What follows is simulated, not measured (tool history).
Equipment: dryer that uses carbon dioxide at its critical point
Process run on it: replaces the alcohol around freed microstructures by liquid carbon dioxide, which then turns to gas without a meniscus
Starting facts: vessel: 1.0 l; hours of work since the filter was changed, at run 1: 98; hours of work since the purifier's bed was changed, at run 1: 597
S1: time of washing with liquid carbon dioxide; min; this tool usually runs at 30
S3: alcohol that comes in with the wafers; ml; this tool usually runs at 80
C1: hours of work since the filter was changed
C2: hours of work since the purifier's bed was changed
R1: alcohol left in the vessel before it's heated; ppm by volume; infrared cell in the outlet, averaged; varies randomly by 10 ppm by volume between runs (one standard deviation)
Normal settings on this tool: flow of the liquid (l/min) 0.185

run 1 hour=0 | S1=30 flow_of_the_liquid_(l/min)=0.185 S3=80 | C1=98 C2=597 | R1=853
run 2 hour=56.8 | S1=30 flow_of_the_liquid_(l/min)=0.185 S3=80 | C1=116 C2=614 | R1=889
run 3 hour=99.1 | S1=30 flow_of_the_liquid_(l/min)=0.185 S3=80 | C1=128 C2=627 | R1=921
run 4 hour=126.3 | S1=30 flow_of_the_liquid_(l/min)=0.185 S3=80 | C1=137 C2=635 | R1=950
run 5 hour=174.8 | S1=30 flow_of_the_liquid_(l/min)=0.185 S3=80 | C1=151 C2=650 | R1=973
run 6 hour=220.9 | S1=30 flow_of_the_liquid_(l/min)=0.185 S3=80 | C1=165 C2=664 | R1=1001
run 7 hour=251.2 | S1=30 flow_of_the_liquid_(l/min)=0.185 S3=80 | C1=174 C2=673 | R1=1021
-- hour=271.3 inlet filter changed
run 8 hour=290.4 | S1=30 flow_of_the_liquid_(l/min)=0.185 S3=80 | C1=6 C2=684 | R1=768
run 9 hour=352.1 | S1=30 flow_of_the_liquid_(l/min)=0.185 S3=80 | C1=24 C2=703 | R1=799
run 10 hour=379.5 | S1=30 flow_of_the_liquid_(l/min)=0.185 S3=80 | C1=33 C2=711 | R1=777
run 11 hour=433.2 | S1=30 flow_of_the_liquid_(l/min)=0.181 S3=115 | C1=49 C2=727 | R1=1260
run 12 hour=486.7 | S1=30 flow_of_the_liquid_(l/min)=0.199 S3=64 | C1=65 C2=744 | R1=557
run 13 hour=521.9 | S1=30 flow_of_the_liquid_(l/min)=0.199 S3=64 | C1=75 C2=754 | R1=574
run 14 hour=573.2 | S1=30 flow_of_the_liquid_(l/min)=0.206 S3=80 | C1=91 C2=770 | R1=586
run 15 hour=622 | S1=23 flow_of_the_liquid_(l/min)=0.211 S3=26 | C1=106 C2=784 | R1=597
run 16 hour=669 | S1=23 flow_of_the_liquid_(l/min)=0.211 S3=26 | C1=120 C2=798 | R1=628
run 17 hour=729.8 | S1=47 flow_of_the_liquid_(l/min)=0.114 S3=52 | C1=138 C2=817 | R1=846
run 18 hour=781 | S1=27 flow_of_the_liquid_(l/min)=0.114 S3=114 | C1=153 C2=832 | R1=9728
run 19 hour=842.1 | S1=27 flow_of_the_liquid_(l/min)=0.114 S3=114 | C1=172 C2=851 | R1=9701

Branching from run 19: 5 alternative next runs. What would each branch give?
-- hour=869.7 inlet filter changed
run A hour=873.6 | S1=30 flow_of_the_liquid_(l/min)=0.159 S3=116 | C1=1 C2=860 | R1=?
-- hour=869.7 inlet filter changed
run B hour=873.6 | S1=44 flow_of_the_liquid_(l/min)=0.133 S3=93 | C1=1 C2=860 | R1=?
-- hour=869.7 inlet filter changed
run C hour=873.6 | S1=37 flow_of_the_liquid_(l/min)=0.312 S3=30 | C1=1 C2=860 | R1=?
-- hour=869.7 inlet filter changed
run D hour=873.6 | S1=24 flow_of_the_liquid_(l/min)=0.222 S3=48 | C1=1 C2=860 | R1=?
-- hour=869.7 inlet filter changed
run E hour=873.6 | S1=28 flow_of_the_liquid_(l/min)=0.114 S3=28 | C1=1 C2=860 | R1=?

run=A R1=2023
run=B R1=751
run=C R1=187
run=D R1=609
run=E R1=1834
With the hidden condition removed and each run's random variation left untouched, the same runs would have given:
run=A R1=1830
run=B R1=566
run=C R1=12
run=D R1=429
run=E R1=1658
